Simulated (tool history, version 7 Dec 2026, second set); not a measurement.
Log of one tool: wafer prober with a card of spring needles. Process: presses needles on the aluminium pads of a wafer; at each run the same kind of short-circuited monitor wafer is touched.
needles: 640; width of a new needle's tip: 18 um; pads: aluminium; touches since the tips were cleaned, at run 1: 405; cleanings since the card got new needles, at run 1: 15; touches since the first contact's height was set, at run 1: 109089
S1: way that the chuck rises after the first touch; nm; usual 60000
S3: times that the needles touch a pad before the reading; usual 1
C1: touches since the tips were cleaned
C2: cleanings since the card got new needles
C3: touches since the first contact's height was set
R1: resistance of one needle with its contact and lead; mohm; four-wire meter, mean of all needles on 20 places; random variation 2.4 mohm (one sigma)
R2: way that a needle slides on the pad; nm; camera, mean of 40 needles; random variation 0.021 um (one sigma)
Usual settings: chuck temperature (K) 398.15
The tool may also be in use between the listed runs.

{"run": 1, "hour": 0.0, "S1": 60000, "chuck temperature (K)": 398.15, "S3": 1, "C1": 405, "C2": 15, "C3": 109089, "R1": 280, "R2": 8780}
{"run": 2, "hour": 9.7, "S1": 60000, "chuck temperature (K)": 398.15, "S3": 1, "C1": 2061, "C2": 15, "C3": 110745, "R1": 291, "R2": 8800}
{"run": 3, "hour": 29.2, "S1": 60000, "chuck temperature (K)": 398.15, "S3": 1, "C1": 5397, "C2": 15, "C3": 114081, "R1": 312, "R2": 8760}
{"hour": 35.1, "done": "tips cleaned on abrasive film"}
{"run": 4, "hour": 44.1, "S1": 60000, "chuck temperature (K)": 398.15, "S3": 1, "C1": 1545, "C2": 16, "C3": 116603, "R1": 283, "R2": 8760}
{"run": 5, "hour": 61.2, "S1": 60000, "chuck temperature (K)": 398.15, "S3": 1, "C1": 4471, "C2": 16, "C3": 119529, "R1": 309, "R2": 8770}
{"run": 6, "hour": 71.9, "S1": 60000, "chuck temperature (K)": 398.15, "S3": 1, "C1": 6291, "C2": 16, "C3": 121349, "R1": 309, "R2": 8740}
{"hour": 73.9, "done": "tips cleaned on abrasive film"}
{"run": 7, "hour": 86.5, "S1": 60000, "chuck temperature (K)": 398.15, "S3": 2, "C1": 2139, "C2": 17, "C3": 123820, "R1": 282, "R2": 8780}
{"run": 8, "hour": 102.4, "S1": 60000, "chuck temperature (K)": 398.15, "S3": 2, "C1": 4863, "C2": 17, "C3": 126544, "R1": 294, "R2": 8740}
{"hour": 111.4, "done": "tips cleaned on abrasive film"}
{"run": 9, "hour": 114.8, "S1": 60000, "chuck temperature (K)": 398.15, "S3": 1, "C1": 581, "C2": 18, "C3": 128650, "R1": 279, "R2": 8740}
{"run": 10, "hour": 124.1, "S1": 60000, "chuck temperature (K)": 398.15, "S3": 1, "C1": 2153, "C2": 18, "C3": 130222, "R1": 300, "R2": 8720}
{"run": 11, "hour": 142.0, "S1": 60000, "chuck temperature (K)": 346.15, "S3": 1, "C1": 5210, "C2": 18, "C3": 133279, "R1": 301, "R2": 8730}
{"hour": 149.2, "done": "tips cleaned on abrasive film"}
{"run": 12, "hour": 151.4, "S1": 60000, "chuck temperature (K)": 346.15, "S3": 1, "C1": 366, "C2": 19, "C3": 134867, "R1": 265, "R2": 8730}
{"run": 13, "hour": 160.7, "S1": 60000, "chuck temperature (K)": 346.15, "S3": 1, "C1": 1968, "C2": 19, "C3": 136469, "R1": 280, "R2": 8730}
{"run": 14, "hour": 171.8, "S1": 60000, "chuck temperature (K)": 311.15, "S3": 1, "C1": 3854, "C2": 19, "C3": 138355, "R1": 283, "R2": 8700}
{"hour": 186.3, "done": "tips cleaned on abrasive film"}
{"run": 15, "hour": 192.9, "S1": 73000, "chuck temperature (K)": 398.15, "S3": 1, "C1": 1127, "C2": 20, "C3": 141943, "R1": 281, "R2": 10720}
{"run": 16, "hour": 211.5, "S1": 73000, "chuck temperature (K)": 398.15, "S3": 2, "C1": 4312, "C2": 20, "C3": 145128, "R1": 281, "R2": 10680}
{"hour": 223.9, "done": "tips cleaned on abrasive film"}
{"run": 17, "hour": 226.0, "S1": 60000, "chuck temperature (K)": 398.15, "S3": 1, "C1": 353, "C2": 21, "C3": 147577, "R1": 282, "R2": 8730}
{"run": 18, "hour": 245.7, "S1": 78000, "chuck temperature (K)": 311.15, "S3": 1, "C1": 3720, "C2": 21, "C3": 150944, "R1": 269, "R2": 11390}
{"hour": 261.3, "done": "tips cleaned on abrasive film"}
{"run": 19, "hour": 265.4, "S1": 73000, "chuck temperature (K)": 298.15, "S3": 2, "C1": 697, "C2": 22, "C3": 154289, "R1": 244, "R2": 10660}
{"run": 20, "hour": 285.8, "S1": 70000, "chuck temperature (K)": 298.15, "S3": 2, "C1": 4189, "C2": 22, "C3": 157781, "R1": 262, "R2": 10210}
{"hour": 299.1, "done": "tips cleaned on abrasive film"}
{"run": 21, "hour": 306.7, "S1": 51000, "chuck temperature (K)": 358.15, "S3": 2, "C1": 1303, "C2": 23, "C3": 161324, "R1": 274, "R2": 7290}
{"run": 22, "hour": 327.3, "S1": 51000, "chuck temperature (K)": 358.15, "S3": 2, "C1": 4821, "C2": 23, "C3": 164842, "R1": 295, "R2": 7330}
{"hour": 336.8, "done": "tips cleaned on abrasive film"}
{"run": 23, "hour": 337.4, "S1": 66000, "chuck temperature (K)": 340.15, "S3": 2, "C1": 116, "C2": 24, "C3": 166558, "R1": 257, "R2": 9590}
{"run": 24, "hour": 352.8, "S1": 66000, "chuck temperature (K)": 301.15, "S3": 2, "C1": 2739, "C2": 24, "C3": 169181, "R1": 259, "R2": 9590}

Run 25 comes next. What will it give?
{"run": 25, "hour": 365.4, "S1": 46000, "chuck temperature (K)": 361.15, "S3": 1, "C1": 4894, "C2": 24, "C3": 171336, "R1": "?", "R2": "?"}

{"run 25": {"R1": 331, "R2": 6560}}
Without the tool's hidden state the same run would have given R1 260 mohm, R2 6910 nm.

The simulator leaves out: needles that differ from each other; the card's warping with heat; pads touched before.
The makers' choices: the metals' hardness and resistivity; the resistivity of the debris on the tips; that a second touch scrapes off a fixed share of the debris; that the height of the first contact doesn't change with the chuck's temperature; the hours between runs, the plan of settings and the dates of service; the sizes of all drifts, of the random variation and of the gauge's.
